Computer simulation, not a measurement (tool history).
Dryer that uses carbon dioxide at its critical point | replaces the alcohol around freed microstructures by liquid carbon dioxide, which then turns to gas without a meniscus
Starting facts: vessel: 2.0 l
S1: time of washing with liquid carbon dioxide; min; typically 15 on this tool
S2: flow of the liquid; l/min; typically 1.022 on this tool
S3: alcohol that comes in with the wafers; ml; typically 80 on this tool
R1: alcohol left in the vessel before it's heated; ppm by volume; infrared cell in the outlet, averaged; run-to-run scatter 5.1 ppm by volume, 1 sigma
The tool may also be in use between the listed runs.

run 1 day=0 | S1=15 S2=1.022 S3=80 | R1=111
run 2 day=0.342 | S1=15 S2=0.64 S3=80 | R1=816
run 3 day=0.588 | S1=15 S2=1.022 S3=66 | R1=93
run 4 day=0.962 | S1=15 S2=1.022 S3=66 | R1=93
run 5 day=1.258 | S1=15 S2=1.022 S3=66 | R1=95
run 6 day=1.508 | S1=15 S2=1.022 S3=66 | R1=98
run 7 day=1.762 | S1=9 S2=1.14 S3=44 | R1=408
run 8 day=2.067 | S1=12 S2=0.77 S3=32 | R1=412
run 9 day=2.521 | S1=12 S2=0.77 S3=32 | R1=411
run 10 day=2.967 | S1=12 S2=0.77 S3=32 | R1=422
run 11 day=3.367 | S1=12 S2=0.77 S3=32 | R1=418

Predict the results of run 12:
run 12 day=3.629 | S1=15 S2=1.022 S3=32 | R1=?

{"run 12": {"R1": 61}}
With no hidden state in the tool, this same run would have given R1 34 ppm by volume.
